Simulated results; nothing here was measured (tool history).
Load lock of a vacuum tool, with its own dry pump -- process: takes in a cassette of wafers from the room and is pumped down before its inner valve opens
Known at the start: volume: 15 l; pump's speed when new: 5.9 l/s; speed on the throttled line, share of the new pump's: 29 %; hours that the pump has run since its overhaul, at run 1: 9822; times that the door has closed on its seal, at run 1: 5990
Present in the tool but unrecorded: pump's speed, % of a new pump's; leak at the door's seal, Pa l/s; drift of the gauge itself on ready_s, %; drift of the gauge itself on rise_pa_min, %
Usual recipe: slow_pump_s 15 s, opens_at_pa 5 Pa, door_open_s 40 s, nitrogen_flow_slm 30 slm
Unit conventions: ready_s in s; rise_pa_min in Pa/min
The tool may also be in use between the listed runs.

| run | hour | slow_pump_s | opens_at_pa | door_open_s | nitrogen_flow_slm | hours that the pump has run since its overhaul | times that the door has closed on its seal | incoming humidity of the room's air, % | ready_s | rise_pa_min |
|---|---|---|---|---|---|---|---|---|---|---|
| 1 | 0 | 15 | 5 | 40 | 30 | 9822 | 5990 | 47 | 37.5 | 0.124 |
| 2 | 240.1 | 15 | 5 | 40 | 30 | 10062 | 6486 | 47.4 | 37 | 0.142 |
| 3 | 562.9 | 15 | 5 | 40 | 30 | 10385 | 7154 | 45 | 37.6 | 0.148 |
| 4 | 999.7 | 15 | 5 | 40 | 10 | 10822 | 8057 | 42.8 | 37.3 | 0.188 |
| 5 | 1253.6 | 15 | 5 | 40 | 10 | 11076 | 8582 | 47.2 | 37.1 | 0.2 |
| 6 | 1585.9 | 15 | 5 | 40 | 10 | 11408 | 9269 | 44.6 | 37.4 | 0.22 |
| 7 | 1873.3 | 15 | 5 | 46 | 30 | 11696 | 9864 | 48.6 | 37.3 | 0.222 |
| 8 | 2343.1 | 17 | 5 | 40 | 30 | 12165 | 10835 | 47.8 | 39.3 | 0.252 |
| 9 | 2814.2 | 22 | 5 | 40 | 30 | 12637 | 11809 | 45.5 | 43 | 0.285 |
| 10 | 3228.9 | 15 | 5 | 40 | 30 | 13051 | 12667 | 42.4 | 37.6 | 0.313 |
| 11 | 3602.7 | 15 | 5 | 40 | 30 | 13425 | 13440 | 47.4 | 37.5 | 0.333 |
| 12 | 3828.7 | 15 | 5 | 40 | 30 | 13651 | 13907 | 42.3 | 37.5 | 0.355 |
| 13 | 4332.6 | 15 | 5 | 40 | 30 | 14155 | 14949 | 46.2 | 37.7 | 0.4 |
| 14 | 4621.6 | 15 | 5 | 40 | 30 | 14444 | 15547 | 49 | 38 | 0.426 |
| 15 | 4883.4 | 15 | 5 | 40 | 30 | 14706 | 16089 | 43.4 | 37.3 | 0.441 |
| 16 | 5266.1 | 15 | 5 | 40 | 30 | 15088 | 16880 | 48.2 | 38 | 0.474 |
| 17 | 5536.5 | 15 | 5 | 40 | 30 | 15359 | 17439 | 44.2 | 38.2 | 0.504 |
| 18 | 6022 | 15 | 6 | 40 | 30 | 15844 | 18443 | 44.2 | 38.4 | 0.565 |
| 19 | 6498 | 15 | 6 | 40 | 30 | 16320 | 19427 | 42.5 | 38 | 0.596 |
| 20 | 6740 | 11 | 5 | 205 | 9 | 16562 | 19928 | 46.1 | 35.6 | 0.692 |
| 21 | 7131.4 | 11 | 5 | 205 | 9 | 16954 | 20737 | 49 | 35.9 | 0.735 |
|  | 7392.1 | door's seal changed, seat wiped |
| 22 | 7392.1 | 15 | 5 | 107 | 30 | 17213 | 0 | 42.7 | 38.9 | 0.039 |
| 23 | 7683.6 | 15 | 5 | 107 | 30 | 17504 | 603 | 43.9 | 38.2 | 0.043 |
| 24 | 8118.4 | 18 | 6 | 40 | 30 | 17939 | 1502 | 47.3 | 39.7 | 0.05 |
| 25 | 8500.5 | 18 | 6 | 40 | 30 | 18321 | 2293 | 44.1 | 39.6 | 0.055 |
| 26 | 8864.5 | 13 | 5 | 40 | 20 | 18685 | 3045 | 45.8 | 36.9 | 0.075 |
| 27 | 9255.7 | 15 | 7 | 40 | 6 | 19077 | 3854 | 44.1 | 37.4 | 0.102 |
| 28 | 9762.8 | 15 | 7 | 40 | 6 | 19584 | 4903 | 49.2 | 37.4 | 0.12 |
| 29 | 10024.5 | 15 | 10 | 31 | 30 | 19845 | 5444 | 44 | 36.9 | 0.105 |
| 30 | 10550.1 | 15 | 5 | 239 | 31 | 20371 | 6531 | 47.9 | 38.3 | 0.161 |
| 31 | 10959.7 | 22 | 5 | 60 | 12 | 20781 | 7378 | 45.2 | 43.9 | 0.171 |
| 32 | 11398.5 | 19 | 5 | 40 | 7 | 21219 | 8286 | 44.7 | 41.4 | 0.191 |
| 33 | 11836.2 | 19 | 5 | 40 | 7 | 21657 | 9191 | 45.3 | 41.7 | 0.217 |
| 34 | 12210.1 | 19 | 5 | 40 | 7 | 22031 | 9964 | 45 | 41.2 | 0.236 |
| 35 | 12621.9 | 23 | 6 | 29 | 11 | 22443 | 10816 | 44.1 | 44.5 | 0.253 |
|  | 12918.1 | dry pump taken out, an overhauled one fitted |
| 36 | 13139.8 | 9 | 5 | 40 | 30 | 222 | 11874 | 47.4 | 32.2 | 0.292 |
| 37 | 13568.2 | 9 | 8 | 180 | 6 | 650 | 12760 | 44.5 | 30.8 | 0.387 |

Each row is a separate what-if for the run after 37, all from the same tool condition, not one after another. Results?
| A | 13910.2 | 15 | 5 | 40 | 15 | 992 | 13467 | 44.9 | ? | ? |
| B | 13910.2 | 15 | 5 | 30 | 7 | 992 | 13467 | 44.6 | ? | ? |
| C | 13910.2 | 9 | 4 | 180 | 28 | 992 | 13467 | 45.6 | ? | ? |
| D | 13910.2 | 19 | 8 | 187 | 6 | 992 | 13467 | 46.2 | ? | ? |

| run | ready_s | rise_pa_min |
|---|---|---|
| A | 36 | 0.346 |
| B | 35.8 | 0.351 |
| C | 33.2 | 0.359 |
| D | 37 | 0.412 |
With no hidden state in the tool, these same runs would have given:
| run | ready_s | rise_pa_min |
|---|---|---|
| A | 35.9 | 0.031 |
| B | 35.7 | 0.037 |
| C | 33 | 0.047 |
| D | 36.9 | 0.098 |

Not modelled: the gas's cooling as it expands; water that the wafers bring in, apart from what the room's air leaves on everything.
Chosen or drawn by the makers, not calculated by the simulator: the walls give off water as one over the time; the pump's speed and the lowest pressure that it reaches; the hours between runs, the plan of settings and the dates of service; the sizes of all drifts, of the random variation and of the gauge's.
